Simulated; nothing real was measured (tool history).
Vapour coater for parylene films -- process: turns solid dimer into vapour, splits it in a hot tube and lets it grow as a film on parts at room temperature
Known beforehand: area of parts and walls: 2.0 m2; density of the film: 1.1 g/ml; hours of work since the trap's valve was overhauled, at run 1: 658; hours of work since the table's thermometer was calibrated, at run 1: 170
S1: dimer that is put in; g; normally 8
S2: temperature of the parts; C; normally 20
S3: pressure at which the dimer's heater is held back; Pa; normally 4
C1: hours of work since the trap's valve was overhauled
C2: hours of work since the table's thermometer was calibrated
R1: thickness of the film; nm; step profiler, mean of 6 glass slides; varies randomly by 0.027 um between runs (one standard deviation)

run   hour  S1  S2    S3   C1   C2    R1
  1      0   8  20     4  658  170  2050
  2    8.5   8  20     4  663  175  2080
  3   23.3   8  20     4  671  183  2020
  4   31.2   8  20     4  676  188  2000
  5   47.8   8  20     4  685  197  2050
      60.5  -- trap's valve overhauled
  6   69.4   8  20     4    5  207  2320
  7   87.8   8  20     4   16  218  2310
  8  101.8   8  20     4   23  226  2300
  9  117.9   8  20     4   33  235  2330
 10  134.7   8  20     4   42  244  2370
 11  150.8   8  20     4   51  254  2320
 12  163.3   8  22     4   59  261  2220
 13  174.2   8  20     4   65  267  2310
 14  182.1   8  23     4   69  271  2240
     184.3  -- table's thermometer calibrated
 15  200.2  13  26  8.35   79    9  3230
     211.7  -- table's thermometer calibrated, once more
 16  220.1  13  24     4   90    5  3600
 17  235.4   4  24     4   99   14  1080
 18  246.5   4  15     4  105   20  1230
 19  265.6   4  15     4  116   31  1210
 20  280.1   4  15  9.57  124   39  1170
 21  292.4  11  30     4  131   46  2740
 22  302.8   9  16     4  137   52  2770
 23  312.4   9  16     4  142   57  2700
 24  329.1   4  13  5.53  152   67  1230
 25  337.9  12  27     4  157   72  3080
 26  354.8   5  31  7.14  167   82  1120

What if the next run were any one of these 5? Each begins from the tool's condition after run 26:
  A  362.6   8  20  4.15  171  86   ?
  B  362.6   8  19  2.53  171  86   ?
  C  362.6   9  29     4  171  86   ?
  D  362.6  12  13  6.99  171  86   ?
  E  362.6   5  13  7.14  171  86   ?

run    R1
  A  2270
  B  2420
  C  2230
  D  3640
  E  1480
With the hidden condition removed and each run's random variation left untouched, the same runs would have given:
run    R1
  A  2370
  B  2520
  C  2320
  D  3790
  E  1540
